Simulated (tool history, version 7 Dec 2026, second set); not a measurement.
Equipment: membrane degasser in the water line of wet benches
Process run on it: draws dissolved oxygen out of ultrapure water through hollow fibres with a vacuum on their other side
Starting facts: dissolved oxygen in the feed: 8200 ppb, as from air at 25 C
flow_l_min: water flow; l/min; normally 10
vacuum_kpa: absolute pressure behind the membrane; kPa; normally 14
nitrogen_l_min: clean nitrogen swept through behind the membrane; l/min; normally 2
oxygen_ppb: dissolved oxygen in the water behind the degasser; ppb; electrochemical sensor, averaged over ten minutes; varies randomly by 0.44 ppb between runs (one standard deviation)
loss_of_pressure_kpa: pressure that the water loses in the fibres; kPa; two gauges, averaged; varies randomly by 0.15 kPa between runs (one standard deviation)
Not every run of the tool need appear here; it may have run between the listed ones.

{"run": 1, "hour": 0.0, "flow_l_min": 10, "vacuum_kpa": 14, "nitrogen_l_min": 2, "oxygen_ppb": 138.8, "loss_of_pressure_kpa": 48.29}
{"run": 2, "hour": 47.8, "flow_l_min": 10, "vacuum_kpa": 14, "nitrogen_l_min": 2, "oxygen_ppb": 139.7, "loss_of_pressure_kpa": 47.95}
{"run": 3, "hour": 97.7, "flow_l_min": 11, "vacuum_kpa": 14, "nitrogen_l_min": 2, "oxygen_ppb": 154.7, "loss_of_pressure_kpa": 53.06}
{"hour": 132.7, "done": "seals of the vacuum lines changed"}
{"run": 4, "hour": 138.3, "flow_l_min": 11, "vacuum_kpa": 14, "nitrogen_l_min": 2, "oxygen_ppb": 147.5, "loss_of_pressure_kpa": 52.89}
{"run": 5, "hour": 188.9, "flow_l_min": 10, "vacuum_kpa": 14, "nitrogen_l_min": 2, "oxygen_ppb": 133.2, "loss_of_pressure_kpa": 47.83}
{"run": 6, "hour": 227.7, "flow_l_min": 10, "vacuum_kpa": 14, "nitrogen_l_min": 2, "oxygen_ppb": 133, "loss_of_pressure_kpa": 48.11}
{"run": 7, "hour": 271.2, "flow_l_min": 10, "vacuum_kpa": 14, "nitrogen_l_min": 2, "oxygen_ppb": 133.4, "loss_of_pressure_kpa": 48.09}
{"run": 8, "hour": 322.4, "flow_l_min": 10, "vacuum_kpa": 14, "nitrogen_l_min": 2, "oxygen_ppb": 133.8, "loss_of_pressure_kpa": 47.94}
{"run": 9, "hour": 362.7, "flow_l_min": 10, "vacuum_kpa": 14, "nitrogen_l_min": 2.68, "oxygen_ppb": 101.5, "loss_of_pressure_kpa": 48.15}
{"run": 10, "hour": 399.0, "flow_l_min": 10, "vacuum_kpa": 14, "nitrogen_l_min": 0.93, "oxygen_ppb": 270.5, "loss_of_pressure_kpa": 48.07}
{"run": 11, "hour": 448.2, "flow_l_min": 15, "vacuum_kpa": 14, "nitrogen_l_min": 2, "oxygen_ppb": 217.1, "loss_of_pressure_kpa": 72.31}
{"run": 12, "hour": 492.7, "flow_l_min": 15, "vacuum_kpa": 14, "nitrogen_l_min": 2, "oxygen_ppb": 218.5, "loss_of_pressure_kpa": 72.15}
{"run": 13, "hour": 522.6, "flow_l_min": 10, "vacuum_kpa": 14, "nitrogen_l_min": 2, "oxygen_ppb": 134.1, "loss_of_pressure_kpa": 48.12}
{"run": 14, "hour": 552.8, "flow_l_min": 10, "vacuum_kpa": 14, "nitrogen_l_min": 2, "oxygen_ppb": 133.5, "loss_of_pressure_kpa": 48.17}
{"run": 15, "hour": 598.0, "flow_l_min": 10, "vacuum_kpa": 12.3, "nitrogen_l_min": 2, "oxygen_ppb": 112.9, "loss_of_pressure_kpa": 48.2}
{"run": 16, "hour": 631.3, "flow_l_min": 10, "vacuum_kpa": 14, "nitrogen_l_min": 2, "oxygen_ppb": 133.8, "loss_of_pressure_kpa": 48.11}
{"run": 17, "hour": 651.9, "flow_l_min": 11, "vacuum_kpa": 14, "nitrogen_l_min": 2.21, "oxygen_ppb": 135.6, "loss_of_pressure_kpa": 52.74}
{"run": 18, "hour": 683.5, "flow_l_min": 10, "vacuum_kpa": 10.6, "nitrogen_l_min": 2, "oxygen_ppb": 93.7, "loss_of_pressure_kpa": 48.26}
{"run": 19, "hour": 726.9, "flow_l_min": 10, "vacuum_kpa": 17.2, "nitrogen_l_min": 1.01, "oxygen_ppb": 320.7, "loss_of_pressure_kpa": 48.13}
{"run": 20, "hour": 753.2, "flow_l_min": 10, "vacuum_kpa": 20, "nitrogen_l_min": 2, "oxygen_ppb": 205, "loss_of_pressure_kpa": 48.34}
{"run": 21, "hour": 788.4, "flow_l_min": 14, "vacuum_kpa": 21.8, "nitrogen_l_min": 2.02, "oxygen_ppb": 317.8, "loss_of_pressure_kpa": 67.46}
{"hour": 792.8, "done": "vacuum gauge calibrated"}
{"run": 22, "hour": 819.9, "flow_l_min": 10, "vacuum_kpa": 22.5, "nitrogen_l_min": 1.76, "oxygen_ppb": 263.2, "loss_of_pressure_kpa": 47.99}
{"run": 23, "hour": 865.0, "flow_l_min": 10, "vacuum_kpa": 22.5, "nitrogen_l_min": 1.76, "oxygen_ppb": 263.5, "loss_of_pressure_kpa": 48.05}
{"run": 24, "hour": 904.5, "flow_l_min": 10, "vacuum_kpa": 22.5, "nitrogen_l_min": 1.76, "oxygen_ppb": 263.3, "loss_of_pressure_kpa": 47.99}
{"run": 25, "hour": 947.7, "flow_l_min": 6, "vacuum_kpa": 10.7, "nitrogen_l_min": 2.1, "oxygen_ppb": 53.8, "loss_of_pressure_kpa": 28.87}
{"run": 26, "hour": 970.6, "flow_l_min": 8, "vacuum_kpa": 31.2, "nitrogen_l_min": 1.78, "oxygen_ppb": 302.6, "loss_of_pressure_kpa": 38.51}
{"hour": 996.0, "done": "vacuum gauge calibrated, once more"}
{"run": 27, "hour": 996.0, "flow_l_min": 8, "vacuum_kpa": 31.2, "nitrogen_l_min": 1.78, "oxygen_ppb": 300.1, "loss_of_pressure_kpa": 38.57}
{"run": 28, "hour": 1028.0, "flow_l_min": 6, "vacuum_kpa": 31.7, "nitrogen_l_min": 5.03, "oxygen_ppb": 85.5, "loss_of_pressure_kpa": 28.84}
{"run": 29, "hour": 1078.0, "flow_l_min": 16, "vacuum_kpa": 31.8, "nitrogen_l_min": 4.75, "oxygen_ppb": 267.5, "loss_of_pressure_kpa": 77.01}
{"run": 30, "hour": 1119.1, "flow_l_min": 9, "vacuum_kpa": 14, "nitrogen_l_min": 2, "oxygen_ppb": 119.1, "loss_of_pressure_kpa": 43.57}
{"run": 31, "hour": 1153.3, "flow_l_min": 9, "vacuum_kpa": 14, "nitrogen_l_min": 2, "oxygen_ppb": 119.9, "loss_of_pressure_kpa": 43.32}

Below are 3 alternative next runs, each starting from the tool's condition after run 31. Predict each:
{"run": "A", "hour": 1177.6, "flow_l_min": 10, "vacuum_kpa": 14, "nitrogen_l_min": 1.34, "oxygen_ppb": "?", "loss_of_pressure_kpa": "?"}
{"run": "B", "hour": 1177.6, "flow_l_min": 14, "vacuum_kpa": 14, "nitrogen_l_min": 5.2, "oxygen_ppb": "?", "loss_of_pressure_kpa": "?"}
{"run": "C", "hour": 1177.6, "flow_l_min": 9, "vacuum_kpa": 14, "nitrogen_l_min": 2, "oxygen_ppb": "?", "loss_of_pressure_kpa": "?"}

run=A oxygen_ppb=193.7 loss_of_pressure_kpa=48.05
run=B oxygen_ppb=90.4 loss_of_pressure_kpa=67.67
run=C oxygen_ppb=119.3 loss_of_pressure_kpa=43.37
With the hidden condition removed and each run's random variation left untouched, the same runs would have given:
run=A oxygen_ppb=193 loss_of_pressure_kpa=47.89
run=B oxygen_ppb=89.8 loss_of_pressure_kpa=67.44
run=C oxygen_ppb=118.8 loss_of_pressure_kpa=43.23
